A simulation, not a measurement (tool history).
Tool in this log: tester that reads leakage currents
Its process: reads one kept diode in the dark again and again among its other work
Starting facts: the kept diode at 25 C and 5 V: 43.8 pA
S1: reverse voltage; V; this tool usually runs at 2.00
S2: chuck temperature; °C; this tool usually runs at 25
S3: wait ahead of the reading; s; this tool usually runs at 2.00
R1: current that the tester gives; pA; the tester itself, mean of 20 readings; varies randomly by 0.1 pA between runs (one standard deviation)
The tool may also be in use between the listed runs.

run	hour	S1	S2	S3	R1
1	0.0	2.00	25	2.00	33.51
2	45.8	2.00	25	2.00	33.46
3	95.7	2.00	25	4.60	33.69
4	144.9	2.00	25	9.74	33.52
5	189.7	2.00	25	8.30	33.72
6	216.9	2.00	25	8.30	33.60
7	261.2	2.00	25	2.00	33.94
8	286.1	2.00	25	2.00	33.95
9	314.7	2.00	25	2.00	33.94
# hour 327.0: chuck's temperature calibrated
10	347.6	2.00	25	2.00	32.06
11	384.1	2.00	25	2.00	32.13
12	438.8	2.00	25	2.00	32.27
13	493.1	2.00	25	2.00	32.28
14	551.4	15.10	25	2.00	88.60
15	579.1	8.27	25	2.00	64.83
16	624.1	8.27	25	2.00	64.73
17	657.3	8.27	25	2.00	65.06
18	694.6	8.27	25	2.00	64.97
19	747.0	8.27	25	2.00	65.00
20	801.0	19.20	25	2.00	102.59
21	843.8	19.20	25	2.00	102.44
22	899.8	19.20	25	2.00	103.39
23	952.4	19.20	25	2.00	103.74
24	993.0	2.00	54	2.47	356.71
25	1034.0	2.00	54	2.47	356.94
26	1064.8	2.00	33	1.15	65.29
27	1100.8	2.93	25	7.85	39.25
28	1139.7	18.60	25	0.32	111.85
29	1173.1	17.01	25	2.00	98.41
30	1219.6	11.95	32	0.73	140.76
31	1256.1	3.26	52	0.79	378.98
32	1303.8	2.00	25	0.72	33.39
33	1333.1	1.21	47	4.23	166.25
34	1361.7	1.21	47	4.23	167.39
35	1403.7	1.21	47	4.23	167.04
36	1429.4	1.21	47	4.23	166.94
37	1465.2	8.07	47	3.09	380.34
38	1515.9	3.38	31	0.36	72.27
39	1543.3	2.19	31	0.36	58.79

Each row is a separate what-if for the run after 39, all from the same tool condition, not one after another. Results?
A	1594.7	3.02	29	1.29	?
B	1594.7	13.58	34	1.43	?
C	1594.7	4.55	31	1.55	?

run	R1
A	56.82
B	175.84
C	81.39
With the hidden condition removed and each run's random variation left untouched, the same runs would have given:
run	R1
A	51.45
B	153.48
C	73.41
